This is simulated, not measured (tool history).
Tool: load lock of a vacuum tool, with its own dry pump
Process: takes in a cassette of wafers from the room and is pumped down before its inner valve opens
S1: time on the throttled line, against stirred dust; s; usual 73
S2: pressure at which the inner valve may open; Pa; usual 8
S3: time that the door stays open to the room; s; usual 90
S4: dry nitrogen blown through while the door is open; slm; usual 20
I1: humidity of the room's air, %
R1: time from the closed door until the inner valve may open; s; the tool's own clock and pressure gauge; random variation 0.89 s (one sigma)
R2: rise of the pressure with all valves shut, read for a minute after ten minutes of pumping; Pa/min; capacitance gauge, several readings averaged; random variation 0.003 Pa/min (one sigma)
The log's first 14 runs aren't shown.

{"run": 15, "hour": 1553.9, "S1": 73, "S2": 8, "S3": 90, "S4": 10, "I1": 42.6, "R1": 142.5, "R2": 0.093}
{"run": 16, "hour": 1665.8, "S1": 73, "S2": 8, "S3": 90, "S4": 20, "I1": 47.6, "R1": 141, "R2": 0.088}
{"run": 17, "hour": 1796.0, "S1": 73, "S2": 8, "S3": 90, "S4": 20, "I1": 43.5, "R1": 139.4, "R2": 0.093}
{"run": 18, "hour": 1920.4, "S1": 73, "S2": 8, "S3": 90, "S4": 20, "I1": 48.5, "R1": 142.1, "R2": 0.093}
{"run": 19, "hour": 2077.7, "S1": 73, "S2": 7, "S3": 90, "S4": 20, "I1": 41.5, "R1": 142.2, "R2": 0.104}
{"run": 20, "hour": 2193.5, "S1": 92, "S2": 8, "S3": 90, "S4": 18, "I1": 44.8, "R1": 155.7, "R2": 0.11}
{"run": 21, "hour": 2298.7, "S1": 92, "S2": 8, "S3": 90, "S4": 18, "I1": 41.8, "R1": 157.2, "R2": 0.104}
{"run": 22, "hour": 2426.7, "S1": 38, "S2": 8, "S3": 90, "S4": 8, "I1": 49.3, "R1": 111.2, "R2": 0.132}
{"run": 23, "hour": 2493.3, "S1": 73, "S2": 8, "S3": 147, "S4": 20, "I1": 46.5, "R1": 142, "R2": 0.119}
{"run": 24, "hour": 2603.4, "S1": 73, "S2": 8, "S3": 147, "S4": 20, "I1": 43.1, "R1": 142.5, "R2": 0.131}
{"run": 25, "hour": 2687.3, "S1": 83, "S2": 10, "S3": 139, "S4": 8, "I1": 43.7, "R1": 146.6, "R2": 0.142}
{"run": 26, "hour": 2835.0, "S1": 100, "S2": 10, "S3": 32, "S4": 6, "I1": 47.3, "R1": 163.4, "R2": 0.131}
{"run": 27, "hour": 2972.7, "S1": 73, "S2": 8, "S3": 146, "S4": 20, "I1": 46.8, "R1": 142.7, "R2": 0.145}
{"run": 28, "hour": 3130.7, "S1": 73, "S2": 8, "S3": 31, "S4": 8, "I1": 48.6, "R1": 142.1, "R2": 0.139}
{"run": 29, "hour": 3201.3, "S1": 37, "S2": 16, "S3": 92, "S4": 33, "I1": 44, "R1": 106.3, "R2": 0.137}
{"run": 30, "hour": 3302.9, "S1": 37, "S2": 16, "S3": 92, "S4": 33, "I1": 48.6, "R1": 104.8, "R2": 0.141}
{"run": 31, "hour": 3383.3, "S1": 109, "S2": 8, "S3": 90, "S4": 10, "I1": 45.5, "R1": 174.7, "R2": 0.165}
{"run": 32, "hour": 3485.7, "S1": 82, "S2": 14, "S3": 90, "S4": 23, "I1": 45.6, "R1": 146.2, "R2": 0.16}
{"run": 33, "hour": 3606.6, "S1": 78, "S2": 8, "S3": 35, "S4": 8, "I1": 44.1, "R1": 148.9, "R2": 0.15}
{"run": 34, "hour": 3761.4, "S1": 92, "S2": 8, "S3": 163, "S4": 13, "I1": 45.8, "R1": 158.3, "R2": 0.192}
{"run": 35, "hour": 3902.5, "S1": 135, "S2": 13, "S3": 90, "S4": 5, "I1": 43.8, "R1": 188.9, "R2": 0.197}
{"run": 36, "hour": 4030.6, "S1": 120, "S2": 13, "S3": 57, "S4": 20, "I1": 45.8, "R1": 177.3, "R2": 0.184}

4 ways to go on from here, each from the tool as it stands after run 36. What would each give?
{"run": "A", "hour": 4118.1, "S1": 92, "S2": 8, "S3": 90, "S4": 12, "I1": 44.7, "R1": "?", "R2": "?"}
{"run": "B", "hour": 4118.1, "S1": 120, "S2": 13, "S3": 112, "S4": 20, "I1": 46.6, "R1": "?", "R2": "?"}
{"run": "C", "hour": 4118.1, "S1": 73, "S2": 8, "S3": 90, "S4": 7, "I1": 44.4, "R1": "?", "R2": "?"}
{"run": "D", "hour": 4118.1, "S1": 68, "S2": 13, "S3": 57, "S4": 42, "I1": 44.3, "R1": "?", "R2": "?"}

run=A R1=160 R2=0.197
run=B R1=177.2 R2=0.193
run=C R1=143.9 R2=0.203
run=D R1=134.7 R2=0.169
Without the tool's hidden state the same runs would have given:
run=A R1=157.1 R2=0.035
run=B R1=174.7 R2=0.033
run=C R1=141.1 R2=0.042
run=D R1=132 R2=0.011

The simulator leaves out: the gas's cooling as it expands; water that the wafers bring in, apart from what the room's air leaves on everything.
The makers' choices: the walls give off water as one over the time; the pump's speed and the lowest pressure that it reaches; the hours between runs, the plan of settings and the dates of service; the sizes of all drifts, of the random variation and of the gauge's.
